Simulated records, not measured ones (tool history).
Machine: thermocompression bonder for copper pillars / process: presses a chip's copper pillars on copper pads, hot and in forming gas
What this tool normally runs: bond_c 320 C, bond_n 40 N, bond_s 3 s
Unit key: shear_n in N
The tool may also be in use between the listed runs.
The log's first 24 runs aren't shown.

{"run": 25, "hour": 169.1, "bond_c": 320, "bond_n": 40, "bond_s": 6, "shear_n": 79.0}
{"run": 26, "hour": 176.2, "bond_c": 320, "bond_n": 40, "bond_s": 6, "shear_n": 77.4}
{"run": 27, "hour": 180.2, "bond_c": 318, "bond_n": 40, "bond_s": 2, "shear_n": 55.8}
{"run": 28, "hour": 184.6, "bond_c": 301, "bond_n": 27, "bond_s": 5, "shear_n": 53.0}
{"run": 29, "hour": 189.8, "bond_c": 303, "bond_n": 30, "bond_s": 2, "shear_n": 40.9}
{"run": 30, "hour": 194.4, "bond_c": 320, "bond_n": 24, "bond_s": 3, "shear_n": 50.5}
{"run": 31, "hour": 200.5, "bond_c": 309, "bond_n": 40, "bond_s": 6, "shear_n": 73.7}
{"run": 32, "hour": 205.5, "bond_c": 320, "bond_n": 40, "bond_s": 2, "shear_n": 56.8}
{"run": 33, "hour": 212.5, "bond_c": 320, "bond_n": 40, "bond_s": 2, "shear_n": 54.3}
{"run": 34, "hour": 219.5, "bond_c": 322, "bond_n": 29, "bond_s": 3, "shear_n": 54.4}
{"run": 35, "hour": 224.4, "bond_c": 308, "bond_n": 29, "bond_s": 6, "shear_n": 61.7}
{"run": 36, "hour": 228.3, "bond_c": 334, "bond_n": 43, "bond_s": 3, "shear_n": 74.2}
{"run": 37, "hour": 233.6, "bond_c": 334, "bond_n": 43, "bond_s": 3, "shear_n": 75.0}

What does the tool deliver on the next run?
{"run": 38, "hour": 238.0, "bond_c": 304, "bond_n": 37, "bond_s": 3, "shear_n": "?"}

{"run 38": {"shear_n": 54.6}}
Minus the tool's unlogged condition, the same run would have read shear_n 56.1 N.
